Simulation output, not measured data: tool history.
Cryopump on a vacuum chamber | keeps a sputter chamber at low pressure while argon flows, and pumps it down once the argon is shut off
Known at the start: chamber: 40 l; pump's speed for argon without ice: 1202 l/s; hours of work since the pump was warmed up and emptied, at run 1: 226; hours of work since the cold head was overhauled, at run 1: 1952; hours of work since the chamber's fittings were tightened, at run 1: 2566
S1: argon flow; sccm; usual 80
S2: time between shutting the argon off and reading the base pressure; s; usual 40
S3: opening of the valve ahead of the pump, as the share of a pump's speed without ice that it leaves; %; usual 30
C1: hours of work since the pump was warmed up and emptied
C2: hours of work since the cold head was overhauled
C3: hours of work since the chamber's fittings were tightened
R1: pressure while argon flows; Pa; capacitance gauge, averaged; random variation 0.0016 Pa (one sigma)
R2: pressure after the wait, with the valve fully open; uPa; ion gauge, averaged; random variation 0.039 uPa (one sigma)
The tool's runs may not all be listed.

Run 1, hour 0: usual settings; C1 226; C2 1952; C3 2566. Result: R1 0.3896 Pa, R2 5.31 uPa.
Run 2, hour 117.7: usual settings but S2 194 s; C1 290; C2 2015; C3 2629. Result: R1 0.3971 Pa, R2 3.81 uPa.
Run 3, hour 169.2: usual settings but S2 194 s; C1 317; C2 2043; C3 2657. Result: R1 0.394 Pa, R2 3.93 uPa.
Run 4, hour 287.1: usual settings; C1 381; C2 2106; C3 2720. Result: R1 0.398 Pa, R2 5.79 uPa.
At hour 317.7: leaking fittings of the chamber tightened, without venting.
Run 5, hour 340.9: usual settings but S2 94 s; C1 408; C2 2134; C3 12. Result: R1 0.4017 Pa, R2 1.15 uPa.
Run 6, hour 397.9: usual settings but S2 153 s; C1 439; C2 2165; C3 43. Result: R1 0.4054 Pa, R2 0.89 uPa.
Run 7, hour 505.5: usual settings; C1 497; C2 2223; C3 101. Result: R1 0.4098 Pa, R2 2.5 uPa.
Run 8, hour 597.6: usual settings; C1 546; C2 2272; C3 150. Result: R1 0.4134 Pa, R2 2.56 uPa.
Run 9, hour 718.5: usual settings; C1 611; C2 2337; C3 215. Result: R1 0.4173 Pa, R2 2.63 uPa.
Run 10, hour 843.1: usual settings but S3 58 %; C1 678; C2 2404; C3 282. Result: R1 0.2446 Pa, R2 2.71 uPa.
Run 11, hour 913.6: usual settings but S3 58 %; C1 716; C2 2442; C3 320. Result: R1 0.2463 Pa, R2 2.79 uPa.
Run 12, hour 973.4: usual settings but S3 58 %; C1 748; C2 2474; C3 352. Result: R1 0.2493 Pa, R2 2.95 uPa.
At hour 1055.2: pump warmed up, emptied and cooled again.
Run 13, hour 1064.9: usual settings but S1 70 sccm; C1 5; C2 2521; C3 399. Result: R1 0.3307 Pa, R2 2.59 uPa.
Run 14, hour 1130.2: usual settings; C1 40; C2 2556; C3 434. Result: R1 0.3816 Pa, R2 2.72 uPa.
Run 15, hour 1205.1: usual settings; C1 81; C2 2596; C3 474. Result: R1 0.3836 Pa, R2 2.73 uPa.
Run 16, hour 1289.4: usual settings; C1 126; C2 2641; C3 520. Result: R1 0.3817 Pa, R2 2.87 uPa.
Run 17, hour 1400.7: usual settings; C1 186; C2 2701; C3 579. Result: R1 0.3868 Pa, R2 2.87 uPa.
Run 18, hour 1512.4: usual settings but S1 47 sccm, S2 144 s, S3 24 %; C1 246; C2 2761; C3 639. Result: R1 0.2847 Pa, R2 1.62 uPa.
Run 19, hour 1583.5: usual settings but S1 135 sccm, S2 54 s, S3 34 %; C1 284; C2 2799; C3 678. Result: R1 0.5899 Pa, R2 2.55 uPa.
Run 20, hour 1640.2: usual settings but S1 102 sccm, S2 190 s, S3 55 %; C1 314; C2 2830; C3 708. Result: R1 0.2843 Pa, R2 1.52 uPa.
Run 21, hour 1699.4: usual settings but S1 102 sccm, S2 190 s, S3 55 %; C1 346; C2 2862; C3 740. Result: R1 0.2908 Pa, R2 1.63 uPa.
Run 22, hour 1757.4: usual settings but S1 124 sccm; C1 377; C2 2893; C3 771. Result: R1 0.6206 Pa, R2 3.24 uPa.
Run 23, hour 1843.9: usual settings but S1 124 sccm, S2 171 s, S3 24 %; C1 424; C2 2939; C3 818. Result: R1 0.7657 Pa, R2 1.81 uPa.
Run 24, hour 1902.4: usual settings but S1 124 sccm, S2 171 s, S3 24 %; C1 455; C2 2971; C3 849. Result: R1 0.7743 Pa, R2 1.87 uPa.
Run 25, hour 1992.5: usual settings but S1 124 sccm, S2 171 s, S3 24 %; C1 504; C2 3019; C3 898. Result: R1 0.7736 Pa, R2 2.02 uPa.
Run 26, hour 2078.2: usual settings but S1 124 sccm, S2 65 s, S3 24 %; C1 550; C2 3065; C3 944. Result: R1 0.784 Pa, R2 2.79 uPa.
Run 27, hour 2139.1: usual settings but S1 35 sccm; C1 583; C2 3098; C3 976. Result: R1 0.1808 Pa, R2 3.55 uPa.
Run 28, hour 2212.7: usual settings but S1 35 sccm, S2 50 s, S3 15 %; C1 622; C2 3138; C3 1016. Result: R1 0.3468 Pa, R2 3.22 uPa.
Run 29, hour 2267.4: usual settings but S1 35 sccm, S2 81 s, S3 15 %; C1 652; C2 3167; C3 1045. Result: R1 0.3474 Pa, R2 2.83 uPa.
Run 30, hour 2393.9: usual settings but S1 38 sccm, S2 166 s, S3 33 %; C1 720; C2 3235; C3 1113. Result: R1 0.1862 Pa, R2 2.44 uPa.
Run 31, hour 2490.9: usual settings but S1 38 sccm, S2 166 s, S3 33 %; C1 772; C2 3287; C3 1165. Result: R1 0.1883 Pa, R2 2.54 uPa.
At hour 2525.6: pump warmed up, emptied and cooled again.
Run 32, hour 2569.5: usual settings but S1 38 sccm, S2 140 s, S3 33 %; C1 24; C2 3327; C3 1205. Result: R1 0.1648 Pa, R2 2.15 uPa.
Run 33, hour 2687.6: usual settings but S1 78 sccm, S2 39 s, S3 17 %; C1 87; C2 3390; C3 1268. Result: R1 0.6549 Pa, R2 3.73 uPa.

3 ways to go on from here, each from the tool as it stands after run 33. What would each give?
Run A, hour 2743.1: usual settings but S1 58 sccm; C1 117; C2 3420; C3 1298. Result: R1 ?, R2 ?.
Run B, hour 2743.1: usual settings but S2 31 s; C1 117; C2 3420; C3 1298. Result: R1 ?, R2 ?.
Run C, hour 2743.1: usual settings but S2 212 s, S3 31 %; C1 117; C2 3420; C3 1298. Result: R1 ?, R2 ?.

run      R1    R2
  A  0.2814  3.64
  B  0.3869  4.36
  C  0.3729  2.16
Without the tool's hidden state the same runs would have given:
run      R1    R2
  A  0.2739  2.18
  B  0.3766  2.87
  C  0.3626  0.67
